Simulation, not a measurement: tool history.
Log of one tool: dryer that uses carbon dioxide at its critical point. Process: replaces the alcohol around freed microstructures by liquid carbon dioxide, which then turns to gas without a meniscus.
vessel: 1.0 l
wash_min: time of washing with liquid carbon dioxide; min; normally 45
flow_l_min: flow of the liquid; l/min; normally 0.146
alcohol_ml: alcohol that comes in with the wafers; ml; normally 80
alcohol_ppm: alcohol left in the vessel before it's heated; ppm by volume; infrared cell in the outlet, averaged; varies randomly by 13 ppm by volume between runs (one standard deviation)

run 1 hour=0.0 | wash_min=45 flow_l_min=0.146 alcohol_ml=80 | alcohol_ppm=1017
run 2 hour=6.2 | wash_min=45 flow_l_min=0.146 alcohol_ml=80 | alcohol_ppm=1050
run 3 hour=16.6 | wash_min=45 flow_l_min=0.146 alcohol_ml=80 | alcohol_ppm=1049
run 4 hour=26.7 | wash_min=45 flow_l_min=0.146 alcohol_ml=80 | alcohol_ppm=1062
run 5 hour=36.0 | wash_min=45 flow_l_min=0.146 alcohol_ml=80 | alcohol_ppm=1054
run 6 hour=48.0 | wash_min=45 flow_l_min=0.099 alcohol_ml=80 | alcohol_ppm=4187
run 7 hour=58.2 | wash_min=45 flow_l_min=0.146 alcohol_ml=80 | alcohol_ppm=1070
run 8 hour=66.8 | wash_min=45 flow_l_min=0.107 alcohol_ml=35 | alcohol_ppm=1571
run 9 hour=73.1 | wash_min=38 flow_l_min=0.169 alcohol_ml=80 | alcohol_ppm=1172
run 10 hour=79.6 | wash_min=39 flow_l_min=0.146 alcohol_ml=104 | alcohol_ppm=2418
run 11 hour=90.6 | wash_min=68 flow_l_min=0.146 alcohol_ml=52 | alcohol_ppm=187
run 12 hour=101.6 | wash_min=53 flow_l_min=0.119 alcohol_ml=56 | alcohol_ppm=956
run 13 hour=107.0 | wash_min=45 flow_l_min=0.137 alcohol_ml=36 | alcohol_ppm=715

Predict each of these 3 candidate next runs independently; none follows another, all start after run 13:
run A hour=117.4 | wash_min=30 flow_l_min=0.137 alcohol_ml=36 | alcohol_ppm=?
run B hour=117.4 | wash_min=45 flow_l_min=0.149 alcohol_ml=36 | alcohol_ppm=?
run C hour=117.4 | wash_min=30 flow_l_min=0.243 alcohol_ml=33 | alcohol_ppm=?

run=A alcohol_ppm=2493
run=B alcohol_ppm=534
run=C alcohol_ppm=349
Without the tool's unlogged condition, the same runs would have read:
run=A alcohol_ppm=2030
run=B alcohol_ppm=328
run=C alcohol_ppm=178

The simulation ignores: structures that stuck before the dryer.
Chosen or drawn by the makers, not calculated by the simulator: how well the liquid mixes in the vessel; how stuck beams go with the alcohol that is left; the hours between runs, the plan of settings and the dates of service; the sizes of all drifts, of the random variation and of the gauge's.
